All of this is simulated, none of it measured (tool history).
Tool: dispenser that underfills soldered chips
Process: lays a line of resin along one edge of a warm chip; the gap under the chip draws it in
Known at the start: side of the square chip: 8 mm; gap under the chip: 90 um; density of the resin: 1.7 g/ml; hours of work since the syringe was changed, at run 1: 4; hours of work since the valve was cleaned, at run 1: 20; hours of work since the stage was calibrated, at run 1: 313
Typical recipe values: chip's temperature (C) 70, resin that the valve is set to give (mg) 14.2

run	hour	chip's temperature (C)	resin that the valve is set to give (mg)	hours of work since the syringe was changed	hours of work since the valve was cleaned	hours of work since the stage was calibrated	time until the resin shows at the far edge (s)	resin that the valve gave (mg)
1	0.0	70	14.2	4	20	313	68.5	14.01
2	7.5	70	14.2	9	25	318	94.0	14.16
# hour 10.8: new syringe of resin
3	17.7	83	14.2	5	31	324	43.4	13.91
# hour 26.9: new syringe of resin
4	27.7	83	13.5	1	38	331	34.1	13.25
5	33.9	83	13.5	5	42	335	44.2	13.17
# hour 43.0: dispensing valve cleaned and set on the balance
# hour 44.4: new syringe of resin
6	47.9	83	13.5	2	3	343	39.0	13.46
7	56.9	83	13.5	8	9	349	57.5	13.45
# hour 61.1: new syringe of resin
8	66.4	83	13.5	4	15	356	41.0	13.30
9	74.9	83	13.5	9	21	361	61.8	13.27
# hour 77.1: new syringe of resin
10	84.9	66	14.2	5	27	368	83.4	13.90
# hour 93.2: new syringe of resin
11	93.2	78	14.2	0	33	373	39.2	13.96
12	105.8	70	14.0	8	41	381	90.0	13.58
# hour 109.3: new syringe of resin
# hour 116.5: dispensing valve cleaned and set on the balance
13	119.2	70	14.0	6	2	389	77.4	14.06
# hour 126.9: new syringe of resin
14	126.9	70	15.6	0	7	394	50.7	15.50
15	132.5	70	14.2	4	10	398	67.0	14.14
16	139.2	70	14.2	8	15	402	89.2	13.96
# hour 143.8: new syringe of resin
17	146.0	70	14.2	1	19	407	59.5	14.05
18	152.4	84	16.7	6	23	411	46.1	16.50
# hour 160.7: new syringe of resin
19	161.6	78	12.9	1	29	417	42.5	12.59
20	173.9	78	12.9	9	38	425	72.1	12.56
# hour 177.4: new syringe of resin
21	179.7	78	12.9	2	41	429	44.9	12.46
22	185.7	78	12.9	6	45	433	60.7	12.54
# hour 190.1: dispensing valve cleaned and set on the balance
23	193.6	78	12.9	10	2	437	80.2	12.90
# hour 194.6: new syringe of resin
24	201.6	71	13.7	5	7	442	70.0	13.70
25	208.3	70	16.8	9	12	447	94.3	16.67
# hour 211.3: new syringe of resin
26	216.4	78	16.3	3	17	452	48.8	15.98
27	226.8	78	16.3	10	24	459	78.7	16.05
# hour 228.2: new syringe of resin
28	238.3	78	16.3	7	31	466	60.8	15.88
# hour 244.7: stage's temperature calibrated
# hour 245.9: new syringe of resin
29	250.8	78	16.3	3	39	4	44.2	15.77
30	261.0	78	16.3	10	46	11	69.4	15.65
# hour 262.7: new syringe of resin
# hour 264.6: dispensing valve cleaned and set on the balance
31	270.1	62	14.2	4	4	16	87.2	14.14
32	275.9	67	12.9	8	8	20	94.7	12.76
# hour 279.8: new syringe of resin
33	286.4	56	13.3	4	14	26	111.3	13.14
# hour 296.2: new syringe of resin
34	296.2	63	12.3	0	21	33	63.9	12.11

What if the next run were any one of these 4? Each begins from the tool's condition after run 34:
A	308.4	70	16.0	8	29	41	?	?
B	308.4	79	15.9	8	29	41	?	?
C	308.4	63	15.1	8	29	41	?	?
D	308.4	58	15.2	8	29	41	?	?

run	time until the resin shows at the far edge (s)	resin that the valve gave (mg)
A	81.6	15.56
B	59.8	15.55
C	106.6	14.83
D	127.1	14.90
Without the tool's hidden state the same runs would have given:
run	time until the resin shows at the far edge (s)	resin that the valve gave (mg)
A	47.3	15.94
B	34.6	15.93
C	61.6	15.19
D	73.3	15.25
